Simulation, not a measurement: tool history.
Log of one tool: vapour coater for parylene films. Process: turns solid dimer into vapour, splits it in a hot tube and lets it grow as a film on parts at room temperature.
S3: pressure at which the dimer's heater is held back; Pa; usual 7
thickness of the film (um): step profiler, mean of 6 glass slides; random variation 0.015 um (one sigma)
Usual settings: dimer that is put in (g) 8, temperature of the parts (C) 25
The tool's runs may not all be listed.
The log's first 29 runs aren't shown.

run 30 hour=562.8 | dimer_that_is_put_in_(g)=12 temperature_of_the_parts_(C)=19 S3=3.97 | thickness_of_the_film_(um)=5.28
run 31 hour=583 | dimer_that_is_put_in_(g)=7 temperature_of_the_parts_(C)=29 S3=4.35 | thickness_of_the_film_(um)=2.3
run 32 hour=604.3 | dimer_that_is_put_in_(g)=8 temperature_of_the_parts_(C)=26 S3=7 | thickness_of_the_film_(um)=2.67
run 33 hour=622.9 | dimer_that_is_put_in_(g)=5 temperature_of_the_parts_(C)=21 S3=4.33 | thickness_of_the_film_(um)=2.05
run 34 hour=648 | dimer_that_is_put_in_(g)=5 temperature_of_the_parts_(C)=36 S3=4.33 | thickness_of_the_film_(um)=1.35
run 35 hour=675.1 | dimer_that_is_put_in_(g)=13 temperature_of_the_parts_(C)=36 S3=8.67 | thickness_of_the_film_(um)=3.16
run 36 hour=686.6 | dimer_that_is_put_in_(g)=4 temperature_of_the_parts_(C)=32 S3=8.67 | thickness_of_the_film_(um)=1.08
run 37 hour=708.9 | dimer_that_is_put_in_(g)=13 temperature_of_the_parts_(C)=25 S3=2.44 | thickness_of_the_film_(um)=5.04
run 38 hour=725.7 | dimer_that_is_put_in_(g)=13 temperature_of_the_parts_(C)=25 S3=2.44 | thickness_of_the_film_(um)=5.02
run 39 hour=744.5 | dimer_that_is_put_in_(g)=13 temperature_of_the_parts_(C)=25 S3=2.44 | thickness_of_the_film_(um)=5.04
run 40 hour=771.5 | dimer_that_is_put_in_(g)=5 temperature_of_the_parts_(C)=30 S3=11.3 | thickness_of_the_film_(um)=1.39
run 41 hour=788.1 | dimer_that_is_put_in_(g)=7 temperature_of_the_parts_(C)=25 S3=7 | thickness_of_the_film_(um)=2.36
run 42 hour=814.9 | dimer_that_is_put_in_(g)=5 temperature_of_the_parts_(C)=26 S3=11.54 | thickness_of_the_film_(um)=1.52
run 43 hour=827 | dimer_that_is_put_in_(g)=5 temperature_of_the_parts_(C)=26 S3=11.54 | thickness_of_the_film_(um)=1.49
run 44 hour=851.7 | dimer_that_is_put_in_(g)=14 temperature_of_the_parts_(C)=18 S3=9.78 | thickness_of_the_film_(um)=5.36
run 45 hour=875.5 | dimer_that_is_put_in_(g)=9 temperature_of_the_parts_(C)=36 S3=3.94 | thickness_of_the_film_(um)=2.43
run 46 hour=898 | dimer_that_is_put_in_(g)=12 temperature_of_the_parts_(C)=34 S3=7.61 | thickness_of_the_film_(um)=3.1
run 47 hour=914.5 | dimer_that_is_put_in_(g)=6 temperature_of_the_parts_(C)=19 S3=3.06 | thickness_of_the_film_(um)=2.61

Forecast each of these 4 alternatives for the next run:
run A hour=941.9 | dimer_that_is_put_in_(g)=3 temperature_of_the_parts_(C)=19 S3=4.65 | thickness_of_the_film_(um)=?
run B hour=941.9 | dimer_that_is_put_in_(g)=10 temperature_of_the_parts_(C)=22 S3=9.84 | thickness_of_the_film_(um)=?
run C hour=941.9 | dimer_that_is_put_in_(g)=8 temperature_of_the_parts_(C)=18 S3=8.91 | thickness_of_the_film_(um)=?
run D hour=941.9 | dimer_that_is_put_in_(g)=4 temperature_of_the_parts_(C)=17 S3=2.21 | thickness_of_the_film_(um)=?

run=A thickness_of_the_film_(um)=1.21
run=B thickness_of_the_film_(um)=3.43
run=C thickness_of_the_film_(um)=3.06
run=D thickness_of_the_film_(um)=1.92
Without the tool's hidden state the same runs would have given:
run=A thickness_of_the_film_(um)=1.3
run=B thickness_of_the_film_(um)=3.69
run=C thickness_of_the_film_(um)=3.3
run=D thickness_of_the_film_(um)=2.07
